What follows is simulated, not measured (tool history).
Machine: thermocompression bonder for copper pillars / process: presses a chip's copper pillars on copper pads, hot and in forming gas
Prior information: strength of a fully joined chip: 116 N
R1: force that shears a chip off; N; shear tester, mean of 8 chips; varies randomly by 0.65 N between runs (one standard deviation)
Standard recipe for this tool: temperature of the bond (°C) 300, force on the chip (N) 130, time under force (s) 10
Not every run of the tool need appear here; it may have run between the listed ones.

run 1 hour=0.0 | temperature_of_the_bond_(°C)=300 force_on_the_chip_(N)=130 time_under_force_(s)=10 | R1=41.4
run 2 hour=12.5 | temperature_of_the_bond_(°C)=318 force_on_the_chip_(N)=130 time_under_force_(s)=10 | R1=56.5
run 3 hour=20.0 | temperature_of_the_bond_(°C)=318 force_on_the_chip_(N)=130 time_under_force_(s)=10 | R1=57.3
run 4 hour=25.5 | temperature_of_the_bond_(°C)=318 force_on_the_chip_(N)=130 time_under_force_(s)=10 | R1=55.9
run 5 hour=30.8 | temperature_of_the_bond_(°C)=293 force_on_the_chip_(N)=130 time_under_force_(s)=10 | R1=41.7
run 6 hour=42.2 | temperature_of_the_bond_(°C)=300 force_on_the_chip_(N)=130 time_under_force_(s)=10 | R1=44.1
run 7 hour=52.9 | temperature_of_the_bond_(°C)=300 force_on_the_chip_(N)=130 time_under_force_(s)=23 | R1=59.7
run 8 hour=63.3 | temperature_of_the_bond_(°C)=300 force_on_the_chip_(N)=111 time_under_force_(s)=23 | R1=53.8
run 9 hour=70.0 | temperature_of_the_bond_(°C)=297 force_on_the_chip_(N)=111 time_under_force_(s)=23 | R1=52.0
run 10 hour=80.9 | temperature_of_the_bond_(°C)=297 force_on_the_chip_(N)=111 time_under_force_(s)=23 | R1=52.7
run 11 hour=89.7 | temperature_of_the_bond_(°C)=297 force_on_the_chip_(N)=111 time_under_force_(s)=23 | R1=51.0
run 12 hour=100.1 | temperature_of_the_bond_(°C)=297 force_on_the_chip_(N)=111 time_under_force_(s)=23 | R1=51.3
run 13 hour=109.6 | temperature_of_the_bond_(°C)=297 force_on_the_chip_(N)=111 time_under_force_(s)=23 | R1=52.4
run 14 hour=118.4 | temperature_of_the_bond_(°C)=317 force_on_the_chip_(N)=130 time_under_force_(s)=10 | R1=54.7
run 15 hour=129.1 | temperature_of_the_bond_(°C)=317 force_on_the_chip_(N)=130 time_under_force_(s)=10 | R1=54.5
run 16 hour=140.1 | temperature_of_the_bond_(°C)=317 force_on_the_chip_(N)=130 time_under_force_(s)=10 | R1=55.3
run 17 hour=147.7 | temperature_of_the_bond_(°C)=293 force_on_the_chip_(N)=146 time_under_force_(s)=20 | R1=57.2
run 18 hour=153.2 | temperature_of_the_bond_(°C)=314 force_on_the_chip_(N)=86 time_under_force_(s)=16 | R1=45.8
run 19 hour=159.7 | temperature_of_the_bond_(°C)=314 force_on_the_chip_(N)=86 time_under_force_(s)=12 | R1=40.0
run 20 hour=166.9 | temperature_of_the_bond_(°C)=277 force_on_the_chip_(N)=130 time_under_force_(s)=6 | R1=23.9
run 21 hour=176.1 | temperature_of_the_bond_(°C)=319 force_on_the_chip_(N)=97 time_under_force_(s)=21 | R1=58.3
run 22 hour=181.1 | temperature_of_the_bond_(°C)=296 force_on_the_chip_(N)=192 time_under_force_(s)=9 | R1=54.0
run 23 hour=190.2 | temperature_of_the_bond_(°C)=319 force_on_the_chip_(N)=106 time_under_force_(s)=6 | R1=38.9
run 24 hour=199.3 | temperature_of_the_bond_(°C)=275 force_on_the_chip_(N)=137 time_under_force_(s)=7 | R1=27.1
run 25 hour=208.6 | temperature_of_the_bond_(°C)=299 force_on_the_chip_(N)=130 time_under_force_(s)=10 | R1=44.0
run 26 hour=213.9 | temperature_of_the_bond_(°C)=299 force_on_the_chip_(N)=130 time_under_force_(s)=10 | R1=43.3
run 27 hour=219.5 | temperature_of_the_bond_(°C)=300 force_on_the_chip_(N)=94 time_under_force_(s)=10 | R1=33.6
run 28 hour=228.2 | temperature_of_the_bond_(°C)=300 force_on_the_chip_(N)=125 time_under_force_(s)=15 | R1=49.0
run 29 hour=240.1 | temperature_of_the_bond_(°C)=300 force_on_the_chip_(N)=125 time_under_force_(s)=15 | R1=48.3
run 30 hour=245.7 | temperature_of_the_bond_(°C)=300 force_on_the_chip_(N)=125 time_under_force_(s)=15 | R1=48.6
run 31 hour=251.7 | temperature_of_the_bond_(°C)=300 force_on_the_chip_(N)=130 time_under_force_(s)=11 | R1=45.7

Removed from this log: 1 entry logged between the listed runs. Between which two listed runs does each belong, and how does the tool's hidden state at the listed run before it compare with that at the listed run after it?
In the gap between runs 1 and 2: forming gas filter changed (hour 5.5)
  true temperature of the bond over the reading, C: 2.2 -> 2.3; oxide that the forming gas leaves, % of the face: 6.98 -> 0.73
  the result without the hidden state subtracted from the measured one, R1: -0.5 -> +2.5 N
